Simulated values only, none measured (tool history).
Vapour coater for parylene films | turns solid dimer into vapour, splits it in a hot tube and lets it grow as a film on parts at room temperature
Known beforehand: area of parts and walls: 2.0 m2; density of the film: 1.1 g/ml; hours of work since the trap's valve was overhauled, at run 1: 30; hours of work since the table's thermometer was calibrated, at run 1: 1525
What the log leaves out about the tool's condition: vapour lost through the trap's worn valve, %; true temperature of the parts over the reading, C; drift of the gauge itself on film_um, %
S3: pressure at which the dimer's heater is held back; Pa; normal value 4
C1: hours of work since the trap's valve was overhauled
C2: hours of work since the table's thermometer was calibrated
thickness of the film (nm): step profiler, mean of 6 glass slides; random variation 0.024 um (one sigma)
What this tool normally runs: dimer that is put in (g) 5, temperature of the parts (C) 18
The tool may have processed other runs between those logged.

run 1 day=0 | dimer_that_is_put_in_(g)=5 temperature_of_the_parts_(C)=18 S3=4 | C1=30 C2=1525 | thickness_of_the_film_(nm)=1660
run 2 day=1.233 | dimer_that_is_put_in_(g)=5 temperature_of_the_parts_(C)=18 S3=4 | C1=56 C2=1551 | thickness_of_the_film_(nm)=1620
run 3 day=2.858 | dimer_that_is_put_in_(g)=5 temperature_of_the_parts_(C)=18 S3=4 | C1=91 C2=1585 | thickness_of_the_film_(nm)=1590
run 4 day=4.862 | dimer_that_is_put_in_(g)=5 temperature_of_the_parts_(C)=18 S3=4.67 | C1=133 C2=1628 | thickness_of_the_film_(nm)=1560
run 5 day=6.821 | dimer_that_is_put_in_(g)=5 temperature_of_the_parts_(C)=18 S3=4 | C1=175 C2=1669 | thickness_of_the_film_(nm)=1540
run 6 day=9.238 | dimer_that_is_put_in_(g)=5 temperature_of_the_parts_(C)=18 S3=4 | C1=226 C2=1721 | thickness_of_the_film_(nm)=1540
run 7 day=10.8 | dimer_that_is_put_in_(g)=5 temperature_of_the_parts_(C)=18 S3=4 | C1=259 C2=1754 | thickness_of_the_film_(nm)=1490
-- day=12.15 trap's valve overhauled
run 8 day=13.817 | dimer_that_is_put_in_(g)=5 temperature_of_the_parts_(C)=18 S3=4 | C1=35 C2=1814 | thickness_of_the_film_(nm)=1660
run 9 day=15.354 | dimer_that_is_put_in_(g)=5 temperature_of_the_parts_(C)=18 S3=4 | C1=68 C2=1847 | thickness_of_the_film_(nm)=1600
run 10 day=18.104 | dimer_that_is_put_in_(g)=5 temperature_of_the_parts_(C)=18 S3=4 | C1=126 C2=1905 | thickness_of_the_film_(nm)=1610
run 11 day=20.804 | dimer_that_is_put_in_(g)=5 temperature_of_the_parts_(C)=18 S3=4 | C1=184 C2=1963 | thickness_of_the_film_(nm)=1550
run 12 day=23.004 | dimer_that_is_put_in_(g)=5 temperature_of_the_parts_(C)=18 S3=2.53 | C1=230 C2=2009 | thickness_of_the_film_(nm)=1610
-- day=25.562 trap's valve overhauled
run 13 day=26.062 | dimer_that_is_put_in_(g)=5 temperature_of_the_parts_(C)=29 S3=2.53 | C1=11 C2=2071 | thickness_of_the_film_(nm)=1240
run 14 day=28.662 | dimer_that_is_put_in_(g)=5 temperature_of_the_parts_(C)=29 S3=2.53 | C1=66 C2=2126 | thickness_of_the_film_(nm)=1220
run 15 day=31.625 | dimer_that_is_put_in_(g)=5 temperature_of_the_parts_(C)=29 S3=2.53 | C1=129 C2=2189 | thickness_of_the_film_(nm)=1240
run 16 day=34.542 | dimer_that_is_put_in_(g)=5 temperature_of_the_parts_(C)=29 S3=2.53 | C1=191 C2=2251 | thickness_of_the_film_(nm)=1190
run 17 day=36.571 | dimer_that_is_put_in_(g)=5 temperature_of_the_parts_(C)=29 S3=2.53 | C1=234 C2=2294 | thickness_of_the_film_(nm)=1120
-- day=39.125 trap's valve overhauled
-- day=39.604 table's thermometer calibrated
run 18 day=39.783 | dimer_that_is_put_in_(g)=5 temperature_of_the_parts_(C)=29 S3=2.53 | C1=13 C2=4 | thickness_of_the_film_(nm)=1250
run 19 day=42.525 | dimer_that_is_put_in_(g)=5 temperature_of_the_parts_(C)=29 S3=2.53 | C1=71 C2=62 | thickness_of_the_film_(nm)=1240
run 20 day=45.183 | dimer_that_is_put_in_(g)=5 temperature_of_the_parts_(C)=18 S3=4 | C1=128 C2=118 | thickness_of_the_film_(nm)=1540
run 21 day=46.779 | dimer_that_is_put_in_(g)=5 temperature_of_the_parts_(C)=18 S3=4 | C1=162 C2=152 | thickness_of_the_film_(nm)=1490
run 22 day=48.8 | dimer_that_is_put_in_(g)=5 temperature_of_the_parts_(C)=18 S3=4 | C1=204 C2=195 | thickness_of_the_film_(nm)=1520
run 23 day=51.638 | dimer_that_is_put_in_(g)=5 temperature_of_the_parts_(C)=18 S3=4 | C1=265 C2=255 | thickness_of_the_film_(nm)=1470
-- day=52.642 trap's valve overhauled
run 24 day=54.008 | dimer_that_is_put_in_(g)=5 temperature_of_the_parts_(C)=18 S3=4 | C1=29 C2=302 | thickness_of_the_film_(nm)=1630
run 25 day=55.679 | dimer_that_is_put_in_(g)=3 temperature_of_the_parts_(C)=15 S3=8.2 | C1=64 C2=338 | thickness_of_the_film_(nm)=960
run 26 day=58.517 | dimer_that_is_put_in_(g)=3 temperature_of_the_parts_(C)=15 S3=8.2 | C1=125 C2=398 | thickness_of_the_film_(nm)=960
run 27 day=60.396 | dimer_that_is_put_in_(g)=3 temperature_of_the_parts_(C)=15 S3=8.2 | C1=165 C2=438 | thickness_of_the_film_(nm)=960
run 28 day=62.196 | dimer_that_is_put_in_(g)=3 temperature_of_the_parts_(C)=15 S3=8.2 | C1=203 C2=476 | thickness_of_the_film_(nm)=890
run 29 day=65.104 | dimer_that_is_put_in_(g)=3 temperature_of_the_parts_(C)=15 S3=8.2 | C1=264 C2=538 | thickness_of_the_film_(nm)=880
-- day=66.167 trap's valve overhauled
run 30 day=66.962 | dimer_that_is_put_in_(g)=3 temperature_of_the_parts_(C)=18 S3=2.62 | C1=17 C2=574 | thickness_of_the_film_(nm)=1020
run 31 day=69.862 | dimer_that_is_put_in_(g)=3 temperature_of_the_parts_(C)=18 S3=2.62 | C1=78 C2=635 | thickness_of_the_film_(nm)=1010
run 32 day=72.412 | dimer_that_is_put_in_(g)=2 temperature_of_the_parts_(C)=17 S3=11.08 | C1=133 C2=689 | thickness_of_the_film_(nm)=580
run 33 day=74.421 | dimer_that_is_put_in_(g)=2 temperature_of_the_parts_(C)=17 S3=4 | C1=175 C2=732 | thickness_of_the_film_(nm)=610
run 34 day=77.279 | dimer_that_is_put_in_(g)=2 temperature_of_the_parts_(C)=17 S3=4 | C1=236 C2=793 | thickness_of_the_film_(nm)=590
run 35 day=79.146 | dimer_that_is_put_in_(g)=2 temperature_of_the_parts_(C)=17 S3=4 | C1=275 C2=832 | thickness_of_the_film_(nm)=570
-- day=79.629 trap's valve overhauled
run 36 day=81.042 | dimer_that_is_put_in_(g)=2 temperature_of_the_parts_(C)=17 S3=4 | C1=30 C2=869 | thickness_of_the_film_(nm)=700
run 37 day=84.008 | dimer_that_is_put_in_(g)=3 temperature_of_the_parts_(C)=24 S3=6.26 | C1=93 C2=932 | thickness_of_the_film_(nm)=750
run 38 day=86.767 | dimer_that_is_put_in_(g)=7 temperature_of_the_parts_(C)=18 S3=4 | C1=151 C2=990 | thickness_of_the_film_(nm)=2120
run 39 day=88.058 | dimer_that_is_put_in_(g)=7 temperature_of_the_parts_(C)=18 S3=4 | C1=179 C2=1018 | thickness_of_the_film_(nm)=2150
run 40 day=90.267 | dimer_that_is_put_in_(g)=7 temperature_of_the_parts_(C)=18 S3=4 | C1=226 C2=1065 | thickness_of_the_film_(nm)=2100
run 41 day=92.271 | dimer_that_is_put_in_(g)=5 temperature_of_the_parts_(C)=18 S3=4 | C1=268 C2=1107 | thickness_of_the_film_(nm)=1450
-- day=93.117 trap's valve overhauled
run 42 day=93.696 | dimer_that_is_put_in_(g)=5 temperature_of_the_parts_(C)=13 S3=5.96 | C1=12 C2=1134 | thickness_of_the_film_(nm)=1850
run 43 day=94.942 | dimer_that_is_put_in_(g)=4 temperature_of_the_parts_(C)=19 S3=2.62 | C1=39 C2=1160 | thickness_of_the_film_(nm)=1360

Run 44 comes next. What will it give?
run 44 day=96.175 | dimer_that_is_put_in_(g)=7 temperature_of_the_parts_(C)=25 S3=7.26 | C1=65 C2=1186 | thickness_of_the_film_(nm)=?

thickness of the film (nm): 1750
Minus the tool's unlogged condition, the same run would have read thickness of the film (nm) 1790.
